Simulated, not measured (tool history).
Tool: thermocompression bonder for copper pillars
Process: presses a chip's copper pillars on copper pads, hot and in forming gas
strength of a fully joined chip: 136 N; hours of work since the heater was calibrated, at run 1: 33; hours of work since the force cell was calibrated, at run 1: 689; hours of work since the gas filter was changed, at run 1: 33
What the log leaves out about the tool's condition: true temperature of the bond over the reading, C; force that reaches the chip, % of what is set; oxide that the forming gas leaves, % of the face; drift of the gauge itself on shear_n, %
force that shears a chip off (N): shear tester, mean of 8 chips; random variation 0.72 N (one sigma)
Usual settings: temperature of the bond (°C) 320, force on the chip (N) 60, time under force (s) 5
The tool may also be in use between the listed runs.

| run | hour | temperature of the bond (°C) | force on the chip (N) | time under force (s) | hours of work since the heater was calibrated | hours of work since the force cell was calibrated | hours of work since the gas filter was changed | force that shears a chip off (N) |
|---|---|---|---|---|---|---|---|---|
| 1 | 0.0 | 320 | 60 | 5 | 33 | 689 | 33 | 50.6 |
| 2 | 16.6 | 320 | 60 | 5 | 45 | 701 | 45 | 51.1 |
| 3 | 31.6 | 320 | 60 | 5 | 57 | 713 | 57 | 50.4 |
| 4 | 61.1 | 320 | 60 | 5 | 79 | 735 | 79 | 50.7 |
| 5 | 75.3 | 320 | 66 | 5 | 90 | 746 | 90 | 54.3 |
| 6 | 99.2 | 315 | 66 | 5 | 108 | 764 | 108 | 49.7 |
| 7 | 116.7 | 315 | 66 | 5 | 122 | 778 | 122 | 48.6 |
| 8 | 130.7 | 315 | 66 | 5 | 132 | 788 | 132 | 49.6 |
| 9 | 144.4 | 315 | 66 | 5 | 143 | 799 | 143 | 48.4 |
| 10 | 161.0 | 315 | 66 | 5 | 156 | 812 | 156 | 48.9 |
| 11 | 180.8 | 315 | 66 | 5 | 171 | 827 | 171 | 47.7 |
| 12 | 194.8 | 315 | 66 | 5 | 181 | 837 | 181 | 47.8 |
| 13 | 215.3 | 315 | 66 | 5 | 197 | 853 | 197 | 46.7 |
| 14 | 230.1 | 315 | 66 | 5 | 208 | 864 | 208 | 49.0 |
| 15 | 244.7 | 315 | 66 | 5 | 219 | 875 | 219 | 47.2 |
|  | 247.8 | force cell calibrated |
| 16 | 275.9 | 320 | 60 | 3 | 242 | 21 | 242 | 37.1 |
| 17 | 303.5 | 320 | 60 | 3 | 263 | 42 | 263 | 36.2 |
| 18 | 329.4 | 320 | 60 | 7 | 283 | 62 | 283 | 50.9 |
| 19 | 348.5 | 320 | 60 | 7 | 297 | 77 | 297 | 50.5 |
| 20 | 363.8 | 320 | 60 | 5 | 309 | 89 | 309 | 43.8 |
| 21 | 377.8 | 299 | 60 | 11 | 320 | 99 | 320 | 44.1 |
|  | 382.6 | force cell calibrated, once more |
| 22 | 406.6 | 299 | 60 | 11 | 341 | 18 | 341 | 46.1 |
| 23 | 423.7 | 299 | 60 | 11 | 354 | 31 | 354 | 45.3 |
| 24 | 438.5 | 320 | 49 | 5 | 365 | 43 | 365 | 38.9 |
| 25 | 456.2 | 297 | 60 | 8 | 379 | 56 | 379 | 38.3 |
| 26 | 476.6 | 320 | 38 | 5 | 394 | 72 | 394 | 30.8 |
| 27 | 505.5 | 320 | 47 | 3 | 416 | 94 | 416 | 29.1 |
| 28 | 528.3 | 330 | 41 | 3 | 434 | 111 | 434 | 30.8 |
| 29 | 547.2 | 340 | 60 | 4 | 448 | 126 | 448 | 52.7 |
| 30 | 565.6 | 320 | 84 | 5 | 462 | 140 | 462 | 54.9 |
| 31 | 582.6 | 320 | 84 | 5 | 475 | 153 | 475 | 55.1 |
|  | 600.2 | forming gas filter changed |
| 32 | 611.3 | 320 | 55 | 4 | 497 | 174 | 8 | 40.4 |
| 33 | 628.9 | 320 | 37 | 3 | 510 | 188 | 22 | 25.3 |
| 34 | 645.8 | 320 | 60 | 13 | 523 | 201 | 35 | 67.6 |
| 35 | 663.5 | 320 | 60 | 13 | 537 | 214 | 48 | 65.2 |
| 36 | 682.6 | 303 | 60 | 11 | 551 | 229 | 63 | 48.7 |
| 37 | 708.4 | 320 | 60 | 8 | 571 | 248 | 83 | 54.7 |
| 38 | 733.3 | 320 | 60 | 10 | 590 | 267 | 102 | 59.4 |
| 39 | 761.8 | 320 | 60 | 10 | 612 | 289 | 123 | 57.0 |
| 40 | 786.7 | 320 | 60 | 10 | 631 | 308 | 142 | 59.5 |

Predict each of these 3 candidate next runs independently; none follows another, all start after run 40:
| A | 809.1 | 347 | 60 | 13 | 648 | 325 | 160 | ? |
| B | 809.1 | 302 | 41 | 9 | 648 | 325 | 160 | ? |
| C | 809.1 | 320 | 60 | 9 | 648 | 325 | 160 | ? |

| run | force that shears a chip off (N) |
|---|---|
| A | 85.6 |
| B | 30.3 |
| C | 55.5 |
Without the tool's hidden state the same runs would have given:
| run | force that shears a chip off (N) |
|---|---|
| A | 97.1 |
| B | 37.3 |
| C | 65.9 |
